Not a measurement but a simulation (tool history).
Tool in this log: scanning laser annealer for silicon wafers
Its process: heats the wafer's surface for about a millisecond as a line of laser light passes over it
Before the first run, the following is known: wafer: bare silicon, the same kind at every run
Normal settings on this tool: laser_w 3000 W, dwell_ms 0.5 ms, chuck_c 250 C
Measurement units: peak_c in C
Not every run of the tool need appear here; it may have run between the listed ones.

run 1 day=0 | laser_w=3000 dwell_ms=0.5 chuck_c=250 | peak_c=1036
run 2 day=0.408 | laser_w=3000 dwell_ms=0.5 chuck_c=250 | peak_c=1037
run 3 day=0.942 | laser_w=3000 dwell_ms=0.5 chuck_c=250 | peak_c=1034
run 4 day=1.433 | laser_w=3000 dwell_ms=0.5 chuck_c=250 | peak_c=1035
run 5 day=1.758 | laser_w=3000 dwell_ms=0.5 chuck_c=250 | peak_c=1035
run 6 day=2.129 | laser_w=3000 dwell_ms=0.5 chuck_c=250 | peak_c=1032
run 7 day=2.775 | laser_w=3000 dwell_ms=0.5 chuck_c=220 | peak_c=997
run 8 day=3.171 | laser_w=3000 dwell_ms=0.5 chuck_c=253 | peak_c=1032
run 9 day=3.717 | laser_w=3000 dwell_ms=0.421 chuck_c=250 | peak_c=969
run 10 day=4.104 | laser_w=3000 dwell_ms=0.421 chuck_c=250 | peak_c=974
run 11 day=4.746 | laser_w=3000 dwell_ms=0.421 chuck_c=250 | peak_c=972
run 12 day=5.433 | laser_w=3000 dwell_ms=0.421 chuck_c=250 | peak_c=969
run 13 day=6.133 | laser_w=3000 dwell_ms=0.421 chuck_c=250 | peak_c=973
run 14 day=6.488 | laser_w=3000 dwell_ms=0.5 chuck_c=250 | peak_c=1025
-- day=7.192 window over the wafer cleaned
run 15 day=7.279 | laser_w=3000 dwell_ms=0.5 chuck_c=250 | peak_c=1070
run 16 day=7.771 | laser_w=3000 dwell_ms=0.5 chuck_c=250 | peak_c=1065
run 17 day=8.433 | laser_w=3000 dwell_ms=0.5 chuck_c=250 | peak_c=1069
run 18 day=8.9 | laser_w=3000 dwell_ms=0.5 chuck_c=272 | peak_c=1092
run 19 day=9.421 | laser_w=3000 dwell_ms=0.5 chuck_c=272 | peak_c=1093
run 20 day=9.829 | laser_w=3000 dwell_ms=0.5 chuck_c=272 | peak_c=1089
run 21 day=10.492 | laser_w=3000 dwell_ms=0.5 chuck_c=272 | peak_c=1084
run 22 day=10.908 | laser_w=3000 dwell_ms=0.5 chuck_c=272 | peak_c=1088
run 23 day=11.458 | laser_w=3234 dwell_ms=0.353 chuck_c=230 | peak_c=989
run 24 day=11.988 | laser_w=3234 dwell_ms=0.353 chuck_c=230 | peak_c=990

Forecast run 25:
run 25 day=12.421 | laser_w=3234 dwell_ms=0.353 chuck_c=230 | peak_c=?

Run 25 yielded peak_c 989 C.
Minus the tool's unlogged condition, the same run would have read peak_c 1005 C.
